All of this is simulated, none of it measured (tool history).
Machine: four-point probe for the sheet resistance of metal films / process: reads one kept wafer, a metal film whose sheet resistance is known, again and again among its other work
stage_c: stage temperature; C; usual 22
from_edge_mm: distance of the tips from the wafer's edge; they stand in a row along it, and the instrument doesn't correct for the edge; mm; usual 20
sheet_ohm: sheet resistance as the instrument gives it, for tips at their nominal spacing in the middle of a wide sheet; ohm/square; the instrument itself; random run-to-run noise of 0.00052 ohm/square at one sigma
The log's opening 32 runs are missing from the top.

run	day	stage_c	from_edge_mm	touches since the probe head was changed	hours of work since the stage's thermometer was calibrated	sheet_ohm
33	60.354	20	23	151661	824	2.611636
34	61.588	20	23	152800	844	2.611704
35	63.738	24	6	154786	879	2.624505
36	65.692	24	6	156592	911	2.623923
# day 65.921: new probe head fitted
37	67.962	24	4	1887	947	2.605734
38	69.675	25	4	3469	975	2.605593
39	71.554	25	4	5202	1006	2.605852
40	73.196	27	9	6717	1033	2.576970
41	75.092	18	6	8468	1064	2.589667
42	77.604	31	3	10786	1105	2.630467
43	78.758	32	3	11851	1124	2.630687
44	80.538	18	20	13494	1153	2.576695
45	82.929	18	20	15703	1192	2.577258

4 options for the next run, each taken on its own from the tool as it stands now. Forecast them:
A	84.292	19	50	16962	1214	?
B	84.292	20	17	16962	1214	?
C	84.292	26	6	16962	1214	?
D	84.292	18	7	16962	1214	?

run	sheet_ohm
A	2.576726
B	2.576750
C	2.589581
D	2.587744
Take away the tool's hidden state, keep each run's random variation, and the runs would have read:
run	sheet_ohm
A	2.594822
B	2.594848
C	2.607776
D	2.605909
